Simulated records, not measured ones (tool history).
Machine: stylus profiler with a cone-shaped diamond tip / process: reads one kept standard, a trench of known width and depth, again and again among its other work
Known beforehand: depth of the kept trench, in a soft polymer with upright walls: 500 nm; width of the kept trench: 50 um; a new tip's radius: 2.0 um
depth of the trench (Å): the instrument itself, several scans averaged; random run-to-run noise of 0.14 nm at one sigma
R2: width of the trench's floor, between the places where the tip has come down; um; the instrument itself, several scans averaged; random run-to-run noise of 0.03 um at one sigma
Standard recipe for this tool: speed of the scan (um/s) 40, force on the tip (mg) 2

Run 1, hour 0: usual settings. Result: depth of the trench (Å) 5043.9, R2 46.86 um.
Run 2, hour 16.4: usual settings. Result: depth of the trench (Å) 5039.9, R2 46.82 um.
Run 3, hour 40.3: usual settings. Result: depth of the trench (Å) 5041.1, R2 46.83 um.
Run 4, hour 69.4: usual settings. Result: depth of the trench (Å) 5042.2, R2 46.75 um.
Run 5, hour 92.6: usual settings. Result: depth of the trench (Å) 5041.7, R2 46.75 um.
Run 6, hour 120.4: usual settings. Result: depth of the trench (Å) 5041.2, R2 46.72 um.
Run 7, hour 146.1: usual settings. Result: depth of the trench (Å) 5044.3, R2 46.65 um.
Run 8, hour 165.3: usual settings but speed of the scan (um/s) 157. Result: depth of the trench (Å) 5045.1, R2 46.12 um.
Run 9, hour 192.3: usual settings but force on the tip (mg) 1.15. Result: depth of the trench (Å) 5031.5, R2 46.53 um.
Run 10, hour 211: usual settings but force on the tip (mg) 0.9. Result: depth of the trench (Å) 5029, R2 46.54 um.
Run 11, hour 228.6: usual settings but speed of the scan (um/s) 20, force on the tip (mg) 2.08. Result: depth of the trench (Å) 5042.7, R2 46.65 um.
Run 12, hour 262.1: usual settings but speed of the scan (um/s) 70, force on the tip (mg) 3.29. Result: depth of the trench (Å) 5057.4, R2 46.47 um.
Run 13, hour 297.2: usual settings but speed of the scan (um/s) 17, force on the tip (mg) 0.84. Result: depth of the trench (Å) 5025.7, R2 46.51 um.

Results for each run, recomputed without the tool's hidden state and with each run's random variation untouched:
Hidden state at play: radius of the tip, um; height scale over the true one, %; drift of the gauge itself on depth_nm, %; drift of the gauge itself on floor_um, %.
run  depth of the trench (Å)     R2
  1                   5041.3  47.22
  2                   5037.1   47.2
  3                   5038.1  47.24
  4                     5039   47.2
  5                   5038.3  47.23
  6                   5037.6  47.23
  7                   5040.4  47.19
  8                   5041.1  46.69
  9                   5027.2  47.13
 10                   5024.6  47.16
 11                   5038.1  47.29
 12                   5052.5  47.15
 13                   5020.6  47.23
